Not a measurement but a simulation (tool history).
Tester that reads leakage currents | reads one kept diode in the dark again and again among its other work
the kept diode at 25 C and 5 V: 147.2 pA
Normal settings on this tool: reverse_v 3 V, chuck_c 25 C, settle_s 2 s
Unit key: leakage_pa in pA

Run 1, day 0: usual settings. Result: leakage_pa 127.64 pA.
Run 2, day 1.262: usual settings. Result: leakage_pa 127.96 pA.
Run 3, day 2.458: usual settings but reverse_v 7.08 V. Result: leakage_pa 198.93 pA.
Run 4, day 3.121: usual settings but reverse_v 4.33 V. Result: leakage_pa 154.33 pA.
Run 5, day 3.783: usual settings but reverse_v 5.11 V. Result: leakage_pa 168.51 pA.
Run 6, day 4.933: usual settings but reverse_v 6.89 V. Result: leakage_pa 196.16 pA.
Run 7, day 5.858: usual settings but reverse_v 6.89 V. Result: leakage_pa 196.39 pA.
Run 8, day 6.725: usual settings. Result: leakage_pa 129.35 pA.
Run 9, day 8.138: usual settings. Result: leakage_pa 129.48 pA.
Run 10, day 9.112: usual settings. Result: leakage_pa 130.5 pA.
Run 11, day 9.858: usual settings. Result: leakage_pa 130.24 pA.
Run 12, day 10.992: usual settings. Result: leakage_pa 131.27 pA.
Run 13, day 11.662: usual settings. Result: leakage_pa 131.64 pA.
Run 14, day 12.358: usual settings but settle_s 2.9 s. Result: leakage_pa 131.4 pA.
Run 15, day 13.417: usual settings but settle_s 1.02 s. Result: leakage_pa 132.28 pA.
Run 16, day 14.683: usual settings but settle_s 1.02 s. Result: leakage_pa 132.22 pA.
Run 17, day 15.338: usual settings but settle_s 1.02 s. Result: leakage_pa 132.28 pA.
Run 18, day 16.046: usual settings but reverse_v 18.13 V, settle_s 0.74 s. Result: leakage_pa 332.95 pA.
Run 19, day 16.771: usual settings but reverse_v 2.42 V, chuck_c 20 C, settle_s 3.25 s. Result: leakage_pa 77.32 pA.
Run 20, day 17.454: usual settings but reverse_v 2.42 V, chuck_c 20 C, settle_s 3.25 s. Result: leakage_pa 77.11 pA.
Run 21, day 18.112: usual settings but reverse_v 2.42 V, chuck_c 20 C, settle_s 3.25 s. Result: leakage_pa 77.73 pA.
Run 22, day 19.317: usual settings but reverse_v 2.42 V, chuck_c 20 C, settle_s 3.25 s. Result: leakage_pa 77.59 pA.
Run 23, day 20.1: usual settings but reverse_v 4.62 V, settle_s 1.26 s. Result: leakage_pa 167.42 pA.
Run 24, day 21.338: usual settings but reverse_v 4.62 V, settle_s 1.26 s. Result: leakage_pa 166.48 pA.
Run 25, day 22.058: usual settings but reverse_v 5.15 V, settle_s 7.37 s. Result: leakage_pa 175.29 pA.
Run 26, day 22.867: usual settings but reverse_v 7.79 V, chuck_c 54 C, settle_s 1.84 s. Result: leakage_pa 2064.41 pA.
Run 27, day 23.8: usual settings but reverse_v 9.44 V, chuck_c 36 C, settle_s 0.37 s. Result: leakage_pa 597.73 pA.
Run 28, day 24.608: usual settings but chuck_c 55 C. Result: leakage_pa 1384.01 pA.
Run 29, day 25.325: usual settings but chuck_c 55 C. Result: leakage_pa 1385.47 pA.

Branching from run 29: 5 alternative next runs. What would each branch give?
Run A, day 26.583: usual settings but reverse_v 2.21 V, chuck_c 30 C, settle_s 0.43 s. Result: leakage_pa ?.
Run B, day 26.583: usual settings but chuck_c 45 C, settle_s 0.5 s. Result: leakage_pa ?.
Run C, day 26.583: usual settings but settle_s 2.96 s. Result: leakage_pa ?.
Run D, day 26.583: usual settings but reverse_v 17.65 V, chuck_c 24 C, settle_s 0.69 s. Result: leakage_pa ?.
Run E, day 26.583: usual settings. Result: leakage_pa ?.

run  leakage_pa
  A      178.35
  B      676.26
  C      135.86
  D      312.31
  E      135.34
Without the tool's unlogged condition, the same runs would have read:
run  leakage_pa
  A      152.53
  B      587.32
  C      115.05
  D      262.45
  E      114.63

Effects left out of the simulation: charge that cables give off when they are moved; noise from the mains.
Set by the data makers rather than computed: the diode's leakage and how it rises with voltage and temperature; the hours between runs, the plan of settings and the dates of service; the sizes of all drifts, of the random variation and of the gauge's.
